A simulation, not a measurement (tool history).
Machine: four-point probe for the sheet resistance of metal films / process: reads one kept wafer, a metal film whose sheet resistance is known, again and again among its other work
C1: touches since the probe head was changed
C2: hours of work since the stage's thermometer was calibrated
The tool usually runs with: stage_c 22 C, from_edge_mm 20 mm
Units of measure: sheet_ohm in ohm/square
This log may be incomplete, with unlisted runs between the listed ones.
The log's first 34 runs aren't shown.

{"run": 35, "hour": 3233.4, "stage_c": 20, "from_edge_mm": 5, "C1": 40842, "C2": 1474, "sheet_ohm": 0.691714}
{"run": 36, "hour": 3314.3, "stage_c": 20, "from_edge_mm": 5, "C1": 43412, "C2": 1520, "sheet_ohm": 0.691831}
{"hour": 3333.9, "done": "stage's thermometer calibrated"}
{"run": 37, "hour": 3430.0, "stage_c": 29, "from_edge_mm": 20, "C1": 47071, "C2": 54, "sheet_ohm": 0.685078}
{"run": 38, "hour": 3546.4, "stage_c": 30, "from_edge_mm": 69, "C1": 50769, "C2": 120, "sheet_ohm": 0.684117}
{"run": 39, "hour": 3614.4, "stage_c": 23, "from_edge_mm": 6, "C1": 52929, "C2": 158, "sheet_ohm": 0.6893}
{"run": 40, "hour": 3707.4, "stage_c": 34, "from_edge_mm": 9, "C1": 55884, "C2": 211, "sheet_ohm": 0.684944}
{"run": 41, "hour": 3819.6, "stage_c": 22, "from_edge_mm": 4, "C1": 59447, "C2": 274, "sheet_ohm": 0.693915}
{"run": 42, "hour": 3957.0, "stage_c": 22, "from_edge_mm": 4, "C1": 63811, "C2": 351, "sheet_ohm": 0.693466}
{"run": 43, "hour": 4098.2, "stage_c": 22, "from_edge_mm": 4, "C1": 68298, "C2": 431, "sheet_ohm": 0.692822}
{"run": 44, "hour": 4210.7, "stage_c": 22, "from_edge_mm": 4, "C1": 71873, "C2": 495, "sheet_ohm": 0.692499}
{"run": 45, "hour": 4338.0, "stage_c": 22, "from_edge_mm": 4, "C1": 75916, "C2": 566, "sheet_ohm": 0.691882}

Consider 4 possible next runs. They are alternatives, not a sequence: every one starts from the tool as it was left by run 45. What does each give?
{"run": "A", "hour": 4442.0, "stage_c": 33, "from_edge_mm": 36, "C1": 79219, "C2": 625, "sheet_ohm": "?"}
{"run": "B", "hour": 4442.0, "stage_c": 22, "from_edge_mm": 20, "C1": 79219, "C2": 625, "sheet_ohm": "?"}
{"run": "C", "hour": 4442.0, "stage_c": 20, "from_edge_mm": 20, "C1": 79219, "C2": 625, "sheet_ohm": "?"}
{"run": "D", "hour": 4442.0, "stage_c": 32, "from_edge_mm": 12, "C1": 79219, "C2": 625, "sheet_ohm": "?"}

run=A sheet_ohm=0.680639
run=B sheet_ohm=0.682913
run=C sheet_ohm=0.683212
run=D sheet_ohm=0.681851
Without the tool's unlogged condition, the same runs would have read:
run=A sheet_ohm=0.690081
run=B sheet_ohm=0.692387
run=C sheet_ohm=0.692691
run=D sheet_ohm=0.691308
